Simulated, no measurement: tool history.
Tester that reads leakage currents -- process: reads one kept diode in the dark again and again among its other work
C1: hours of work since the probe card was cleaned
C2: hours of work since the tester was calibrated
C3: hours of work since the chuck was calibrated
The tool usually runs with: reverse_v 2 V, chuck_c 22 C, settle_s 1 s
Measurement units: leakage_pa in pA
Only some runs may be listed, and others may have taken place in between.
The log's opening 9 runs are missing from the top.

{"run": 10, "day": 26.321, "reverse_v": 2, "chuck_c": 44, "settle_s": 1, "C1": 342, "C2": 1129, "C3": 279, "leakage_pa": 308.54}
{"run": 11, "day": 28.308, "reverse_v": 2, "chuck_c": 44, "settle_s": 1, "C1": 367, "C2": 1155, "C3": 305, "leakage_pa": 310.27}
{"run": 12, "day": 31.167, "reverse_v": 2, "chuck_c": 44, "settle_s": 1, "C1": 405, "C2": 1192, "C3": 342, "leakage_pa": 310.55}
{"run": 13, "day": 33.375, "reverse_v": 2, "chuck_c": 44, "settle_s": 1, "C1": 433, "C2": 1221, "C3": 371, "leakage_pa": 311.2}
{"run": 14, "day": 37.617, "reverse_v": 2, "chuck_c": 21, "settle_s": 1, "C1": 489, "C2": 1276, "C3": 426, "leakage_pa": 53.67}
{"run": 15, "day": 39.7, "reverse_v": 2, "chuck_c": 21, "settle_s": 1, "C1": 516, "C2": 1303, "C3": 453, "leakage_pa": 53.91}
{"run": 16, "day": 42.004, "reverse_v": 2, "chuck_c": 21, "settle_s": 1, "C1": 546, "C2": 1333, "C3": 483, "leakage_pa": 54.46}
{"run": 17, "day": 44.754, "reverse_v": 2, "chuck_c": 22, "settle_s": 0.59, "C1": 582, "C2": 1369, "C3": 519, "leakage_pa": 60.06}
{"run": 18, "day": 47.1, "reverse_v": 4.03, "chuck_c": 22, "settle_s": 0.59, "C1": 612, "C2": 1400, "C3": 550, "leakage_pa": 78.83}
{"run": 19, "day": 49.558, "reverse_v": 4.03, "chuck_c": 22, "settle_s": 0.59, "C1": 644, "C2": 1432, "C3": 582, "leakage_pa": 79.27}
{"run": 20, "day": 53.304, "reverse_v": 4.03, "chuck_c": 22, "settle_s": 0.59, "C1": 693, "C2": 1481, "C3": 631, "leakage_pa": 79.75}
{"run": 21, "day": 56.225, "reverse_v": 4.03, "chuck_c": 22, "settle_s": 0.59, "C1": 731, "C2": 1519, "C3": 669, "leakage_pa": 80.36}
{"run": 22, "day": 60.158, "reverse_v": 1.39, "chuck_c": 22, "settle_s": 1, "C1": 782, "C2": 1570, "C3": 720, "leakage_pa": 54.34}
{"run": 23, "day": 64.138, "reverse_v": 2.83, "chuck_c": 51, "settle_s": 1.56, "C1": 834, "C2": 1622, "C3": 772, "leakage_pa": 614.88}
{"run": 24, "day": 68.238, "reverse_v": 2, "chuck_c": 46, "settle_s": 0.45, "C1": 887, "C2": 1675, "C3": 825, "leakage_pa": 387.41}

The next listed run, before its measurement:
{"run": 25, "day": 70.679, "reverse_v": 3.39, "chuck_c": 21, "settle_s": 1, "C1": 919, "C2": 1707, "C3": 857, "leakage_pa": "?"}

Logged for run 25: leakage_pa 72.11 pA.
The same run, on a tool lacking any hidden state, would have yielded leakage_pa 58.33 pA.

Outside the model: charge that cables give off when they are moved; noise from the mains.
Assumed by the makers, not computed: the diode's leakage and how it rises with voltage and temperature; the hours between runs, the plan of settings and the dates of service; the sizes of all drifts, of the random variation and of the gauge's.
